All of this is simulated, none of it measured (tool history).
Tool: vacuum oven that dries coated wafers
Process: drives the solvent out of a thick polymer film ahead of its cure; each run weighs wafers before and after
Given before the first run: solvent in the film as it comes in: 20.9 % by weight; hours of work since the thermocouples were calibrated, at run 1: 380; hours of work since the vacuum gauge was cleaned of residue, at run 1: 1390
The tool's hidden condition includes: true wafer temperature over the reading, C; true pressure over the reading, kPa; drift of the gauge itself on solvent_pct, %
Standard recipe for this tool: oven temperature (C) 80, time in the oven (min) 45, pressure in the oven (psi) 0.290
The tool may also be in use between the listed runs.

| run | hour | oven temperature (C) | time in the oven (min) | pressure in the oven (psi) | hours of work since the thermocouples were calibrated | hours of work since the vacuum gauge was cleaned of residue | solvent left in the film (%) |
|---|---|---|---|---|---|---|---|
| 1 | 0.0 | 80 | 45 | 0.290 | 380 | 1390 | 2.01 |
| 2 | 35.7 | 80 | 45 | 0.290 | 405 | 1415 | 2.09 |
| 3 | 88.4 | 80 | 45 | 0.290 | 443 | 1453 | 2.08 |
| 4 | 125.5 | 84 | 45 | 0.290 | 470 | 1480 | 1.58 |
| 5 | 157.8 | 87 | 45 | 0.290 | 493 | 1503 | 1.21 |
| 6 | 198.6 | 87 | 45 | 0.290 | 522 | 1532 | 1.23 |
| 7 | 231.6 | 87 | 45 | 0.290 | 546 | 1556 | 1.23 |
| 8 | 256.5 | 87 | 45 | 0.290 | 564 | 1574 | 1.32 |
| 9 | 297.3 | 87 | 45 | 0.290 | 593 | 1603 | 1.35 |
| 10 | 334.0 | 87 | 45 | 0.290 | 619 | 1629 | 1.34 |
| 11 | 386.8 | 87 | 45 | 0.290 | 657 | 1667 | 1.30 |
| 12 | 431.8 | 77 | 45 | 0.290 | 689 | 1699 | 2.64 |
| 13 | 466.1 | 77 | 45 | 0.290 | 714 | 1724 | 2.68 |
| 14 | 509.9 | 77 | 45 | 0.290 | 745 | 1755 | 2.46 |
| 15 | 569.2 | 80 | 45 | 0.548 | 788 | 1798 | 3.09 |
| 16 | 617.3 | 80 | 61 | 0.548 | 822 | 1833 | 3.07 |
| 17 | 661.8 | 80 | 61 | 0.548 | 854 | 1864 | 2.90 |
| 18 | 686.4 | 94 | 37 | 0.650 | 872 | 1882 | 1.88 |
| 19 | 745.5 | 69 | 30 | 0.650 | 914 | 1925 | 9.37 |
| 20 | 805.9 | 69 | 30 | 0.145 | 958 | 1968 | 6.41 |
|  | 810.6 | oven's thermocouples calibrated |
| 21 | 861.0 | 69 | 30 | 0.145 | 36 | 2006 | 6.14 |
| 22 | 899.4 | 82 | 63 | 0.680 | 64 | 2033 | 3.11 |
| 23 | 954.4 | 71 | 23 | 0.293 | 103 | 2073 | 7.44 |
| 24 | 1008.7 | 70 | 31 | 0.341 | 142 | 2112 | 6.56 |
| 25 | 1067.2 | 72 | 45 | 0.213 | 184 | 2154 | 3.39 |
|  | 1107.9 | oven's thermocouples calibrated, once more |
| 26 | 1117.3 | 72 | 45 | 0.213 | 7 | 2188 | 4.42 |
| 27 | 1174.3 | 72 | 45 | 0.213 | 48 | 2229 | 4.49 |
| 28 | 1207.4 | 72 | 35 | 0.368 | 71 | 2253 | 6.50 |
| 29 | 1235.5 | 80 | 29 | 0.985 | 92 | 2273 | 6.92 |
| 30 | 1282.3 | 78 | 63 | 0.146 | 125 | 2307 | 1.58 |
| 31 | 1321.3 | 82 | 27 | 0.879 | 153 | 2335 | 5.97 |
| 32 | 1377.6 | 77 | 50 | 0.408 | 193 | 2375 | 3.56 |

Results for each run, recomputed without the tool's hidden state and with each run's random variation untouched:
| run | solvent left in the film (%) |
|---|---|
| 1 | 1.95 |
| 2 | 2.03 |
| 3 | 2.03 |
| 4 | 1.48 |
| 5 | 1.09 |
| 6 | 1.12 |
| 7 | 1.12 |
| 8 | 1.21 |
| 9 | 1.23 |
| 10 | 1.22 |
| 11 | 1.18 |
| 12 | 2.68 |
| 13 | 2.73 |
| 14 | 2.52 |
| 15 | 3.13 |
| 16 | 3.01 |
| 17 | 2.85 |
| 18 | 1.83 |
| 19 | 9.89 |
| 20 | 6.88 |
| 21 | 6.90 |
| 22 | 3.16 |
| 23 | 8.31 |
| 24 | 7.40 |
| 25 | 3.89 |
| 26 | 3.74 |
| 27 | 3.82 |
| 28 | 5.85 |
| 29 | 6.40 |
| 30 | 1.11 |
| 31 | 5.51 |
| 32 | 3.05 |

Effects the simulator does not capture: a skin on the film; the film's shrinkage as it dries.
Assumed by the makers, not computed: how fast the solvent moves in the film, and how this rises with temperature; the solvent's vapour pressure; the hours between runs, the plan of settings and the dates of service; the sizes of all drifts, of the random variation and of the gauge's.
